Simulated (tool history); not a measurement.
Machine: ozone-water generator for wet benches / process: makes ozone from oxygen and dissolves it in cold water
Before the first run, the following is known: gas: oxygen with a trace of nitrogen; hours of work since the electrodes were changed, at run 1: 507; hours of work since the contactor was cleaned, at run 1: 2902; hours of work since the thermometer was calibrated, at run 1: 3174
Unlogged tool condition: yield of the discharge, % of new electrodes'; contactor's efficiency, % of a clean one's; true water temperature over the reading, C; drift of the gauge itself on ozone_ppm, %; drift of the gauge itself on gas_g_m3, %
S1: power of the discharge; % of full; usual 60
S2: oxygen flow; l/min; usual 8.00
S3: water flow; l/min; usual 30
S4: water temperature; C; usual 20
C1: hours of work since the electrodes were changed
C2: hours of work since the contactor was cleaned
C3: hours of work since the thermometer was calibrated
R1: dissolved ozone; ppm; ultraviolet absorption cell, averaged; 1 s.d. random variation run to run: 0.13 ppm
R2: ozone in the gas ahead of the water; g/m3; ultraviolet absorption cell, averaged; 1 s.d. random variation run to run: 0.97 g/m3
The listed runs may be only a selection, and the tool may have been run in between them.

run 1 hour=0.0 | S1=60 S2=8.00 S3=30 S4=20 | C1=507 C2=2902 C3=3174 | R1=13.6 R2=163.5
run 2 hour=29.5 | S1=60 S2=8.00 S3=30 S4=20 | C1=533 C2=2927 C3=3200 | R1=13.6 R2=162.8
run 3 hour=67.2 | S1=60 S2=8.00 S3=30 S4=20 | C1=565 C2=2960 C3=3232 | R1=13.6 R2=162.9
run 4 hour=109.7 | S1=42 S2=8.00 S3=30 S4=20 | C1=602 C2=2997 C3=3269 | R1=10.6 R2=129.2
run 5 hour=144.6 | S1=60 S2=6.94 S3=30 S4=20 | C1=633 C2=3028 C3=3300 | R1=13.3 R2=171.8
run 6 hour=174.5 | S1=60 S2=6.94 S3=30 S4=20 | C1=659 C2=3054 C3=3326 | R1=13.2 R2=170.8
run 7 hour=193.4 | S1=60 S2=8.00 S3=30 S4=20 | C1=675 C2=3070 C3=3342 | R1=13.7 R2=161.4
run 8 hour=217.8 | S1=60 S2=8.00 S3=30 S4=20 | C1=697 C2=3091 C3=3364 | R1=13.4 R2=163.3
run 9 hour=245.5 | S1=60 S2=8.00 S3=30 S4=20 | C1=721 C2=3116 C3=3388 | R1=13.4 R2=162.7
run 10 hour=276.7 | S1=69 S2=8.00 S3=30 S4=20 | C1=748 C2=3143 C3=3415 | R1=14.8 R2=178.8
run 11 hour=315.5 | S1=69 S2=8.00 S3=30 S4=20 | C1=782 C2=3176 C3=3449 | R1=14.9 R2=177.8
run 12 hour=337.0 | S1=60 S2=4.67 S3=20 S4=16 | C1=800 C2=3195 C3=3467 | R1=17.6 R2=197.7
-- hour=339.6 water thermometer calibrated
run 13 hour=366.1 | S1=60 S2=9.94 S3=29 S4=16 | C1=825 C2=3220 C3=23 | R1=14.9 R2=150.1
run 14 hour=401.6 | S1=60 S2=5.62 S3=18 S4=20 | C1=856 C2=3251 C3=54 | R1=18.6 R2=184.7
run 15 hour=446.0 | S1=60 S2=7.31 S3=18 S4=20 | C1=895 C2=3290 C3=93 | R1=19.3 R2=167.8
run 16 hour=488.6 | S1=60 S2=7.43 S3=30 S4=20 | C1=932 C2=3327 C3=130 | R1=13.0 R2=166.5

What does the tool deliver on the next run?
-- hour=492.9 water thermometer calibrated, once more
run 17 hour=535.1 | S1=60 S2=12.47 S3=19 S4=20 | C1=972 C2=3367 C3=37 | R1=? R2=?

{"run 17": {"R1": 19.0, "R2": 138.0}}
Take away the tool's hidden state, keep the run-to-run variation as it was, and the same run would have given R1 20.9 ppm, R2 141.6 g/m3.
